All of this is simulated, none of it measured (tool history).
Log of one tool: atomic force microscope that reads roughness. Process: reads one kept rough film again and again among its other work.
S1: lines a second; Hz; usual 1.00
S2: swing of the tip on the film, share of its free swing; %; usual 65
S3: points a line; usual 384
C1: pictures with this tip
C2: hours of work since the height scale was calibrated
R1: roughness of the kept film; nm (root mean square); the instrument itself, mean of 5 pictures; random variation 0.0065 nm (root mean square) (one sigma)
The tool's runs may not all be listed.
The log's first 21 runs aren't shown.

| run | day | S1 | S2 | S3 | C1 | C2 | R1 |
|---|---|---|---|---|---|---|---|
| 22 | 7.529 | 1.00 | 65 | 1008 | 73 | 141 | 1.328 |
|  | 7.688 | new tip fitted |
| 23 | 7.942 | 1.00 | 65 | 1008 | 10 | 147 | 1.351 |
| 24 | 8.350 | 3.21 | 65 | 271 | 26 | 154 | 1.243 |
| 25 | 8.683 | 1.00 | 65 | 300 | 39 | 160 | 1.332 |
| 26 | 9.062 | 2.30 | 61 | 985 | 54 | 166 | 1.297 |
| 27 | 9.479 | 2.30 | 61 | 985 | 70 | 173 | 1.294 |
|  | 9.704 | new tip fitted |
| 28 | 9.925 | 1.30 | 86 | 985 | 9 | 180 | 1.222 |
| 29 | 10.338 | 1.16 | 65 | 745 | 25 | 187 | 1.337 |
|  | 10.408 | height scale calibrated on a step standard |
| 30 | 10.646 | 1.88 | 87 | 972 | 35 | 4 | 1.136 |
| 31 | 10.842 | 1.88 | 78 | 537 | 43 | 7 | 1.206 |
| 32 | 11.275 | 1.01 | 68 | 312 | 60 | 14 | 1.322 |
| 33 | 11.675 | 1.01 | 68 | 312 | 75 | 21 | 1.317 |
|  | 11.762 | new tip fitted |
| 34 | 11.950 | 3.56 | 68 | 287 | 7 | 25 | 1.201 |
|  | 12.133 | height scale calibrated on a step standard, once more |
| 35 | 12.238 | 3.56 | 68 | 287 | 17 | 2 | 1.190 |
| 36 | 12.517 | 3.56 | 68 | 287 | 28 | 6 | 1.204 |
| 37 | 12.958 | 1.08 | 80 | 838 | 45 | 14 | 1.273 |
| 38 | 13.408 | 1.08 | 80 | 838 | 62 | 21 | 1.259 |
| 39 | 13.738 | 2.33 | 89 | 672 | 75 | 27 | 1.056 |
|  | 13.821 | new tip fitted |
| 40 | 14.129 | 1.00 | 60 | 384 | 12 | 33 | 1.365 |
| 41 | 14.546 | 1.00 | 60 | 384 | 28 | 40 | 1.364 |

Forecast each of these 3 alternatives for the next run:
| A | 14.875 | 2.57 | 60 | 384 | 41 | 45 | ? |
| B | 14.875 | 0.52 | 84 | 994 | 41 | 45 | ? |
| C | 14.875 | 3.95 | 71 | 285 | 41 | 45 | ? |

| run | R1 |
|---|---|
| A | 1.306 |
| B | 1.324 |
| C | 1.142 |
Without the tool's hidden state the same runs would have given:
| run | R1 |
|---|---|
| A | 1.323 |
| B | 1.341 |
| C | 1.157 |
